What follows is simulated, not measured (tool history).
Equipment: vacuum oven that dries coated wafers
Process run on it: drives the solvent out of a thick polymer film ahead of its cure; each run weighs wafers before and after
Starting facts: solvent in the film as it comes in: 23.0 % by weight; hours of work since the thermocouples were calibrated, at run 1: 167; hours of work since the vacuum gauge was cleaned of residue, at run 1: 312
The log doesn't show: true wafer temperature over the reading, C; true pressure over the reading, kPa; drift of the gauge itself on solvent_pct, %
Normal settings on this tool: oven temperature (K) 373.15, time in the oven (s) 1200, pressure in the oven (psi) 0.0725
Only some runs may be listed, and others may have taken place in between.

run,hour,oven temperature (K),time in the oven (s),pressure in the oven (psi),hours of work since the thermocouples were calibrated,hours of work since the vacuum gauge was cleaned of residue,solvent left in the film (%)
1,0,373.15,1200,0.0725,167,312,1.71
2,10.2,373.15,1200,0.1188,175,319,2.13
3,19.5,373.15,1200,0.1188,183,327,2.08
4,25.9,373.15,1200,0.0725,188,332,1.81
5,39.8,373.15,1200,0.0725,198,342,1.75
6,48.9,373.15,1200,0.0856,205,350,1.92
7,62.3,373.15,1200,0.0856,216,360,1.69
8,70.8,373.15,1200,0.0725,222,367,1.8
9,77.5,373.15,1200,0.0725,228,372,1.76
10,88.4,373.15,1200,0.0725,236,380,1.85
11,103.7,371.15,1200,0.0725,248,392,2.03
12,115.7,371.15,1200,0.0725,257,401,2.11
13,123.4,373.15,1200,0.0725,263,407,1.72
14,132.2,373.15,1200,0.0725,270,414,1.83
15,139.1,372.15,1200,0.0725,275,420,1.94
16,148.1,372.15,1200,0.0725,283,427,1.9
17,163.2,372.15,1200,0.0725,294,438,1.95
18,174.4,372.15,1200,0.0725,303,447,1.99
19,184.2,372.15,1200,0.0725,311,455,2.07
20,198.3,372.15,1200,0.0725,322,466,2.06
21,207.7,372.15,1200,0.0725,329,473,2.05
22,220.2,372.15,1200,0.0419,339,483,1.83
23,229.6,372.15,1200,0.0419,346,490,1.76
24,237.3,372.15,1200,0.0419,352,496,1.74
25,245.6,372.15,1260,0.0828,358,502,1.93
26,253.5,364.15,1260,0.0828,364,509,3.42
27,266.1,369.15,1380,0.0898,374,518,2.19
28,279.9,369.15,1380,0.0898,385,529,2.26
29,290.1,369.15,1380,0.0898,393,537,2.27
30,300.5,369.15,1740,0.0396,401,545,1.2
31,310.7,369.15,1740,0.0396,409,553,1.18
# hour 313.3: vacuum gauge cleaned of residue and calibrated
32,322.2,367.15,1200,0.0364,417,7,2.75
33,331.6,367.15,1620,0.0364,424,14,1.67
# hour 344.8: vacuum gauge cleaned of residue and calibrated, once more
34,346.6,387.15,1560,0.0725,434,1,0.41
35,356.7,368.15,660,0.1665,442,9,6.46
36,370,359.15,960,0.1324,453,20,6.73
37,384.3,359.15,960,0.1324,464,31,6.78
38,399.2,370.15,1020,0.0725,475,42,2.87
39,407.7,370.15,1020,0.0725,482,49,2.8
40,416.8,371.15,1140,0.0677,489,56,2.19
41,424.1,371.15,780,0.123,495,62,4.35
42,439,386.15,780,0.123,506,73,1.53
43,452.3,366.15,720,0.049,517,84,5.75
44,460.7,366.15,720,0.049,523,90,5.69
45,472.1,366.15,660,0.1237,532,99,6.81
46,484.5,374.15,2100,0.0438,542,109,0.52
47,495.8,374.15,2100,0.0438,550,117,0.45

Results per run with the tool's hidden condition removed, run-to-run variation unchanged:
run,solvent left in the film (%)
1,1.59
2,1.99
3,1.95
4,1.66
5,1.6
6,1.77
7,1.53
8,1.63
9,1.59
10,1.67
11,1.83
12,1.9
13,1.53
14,1.63
15,1.72
16,1.68
17,1.72
18,1.75
19,1.83
20,1.81
21,1.79
22,1.56
23,1.49
24,1.47
25,1.66
26,3.05
27,1.86
28,1.93
29,1.93
30,0.87
31,0.84
32,2.27
33,1.2
34,0.4
35,6.31
36,6.56
37,6.6
38,2.74
39,2.67
40,2.07
41,4.17
42,1.44
43,5.53
44,5.47
45,6.57
46,0.45
47,0.38
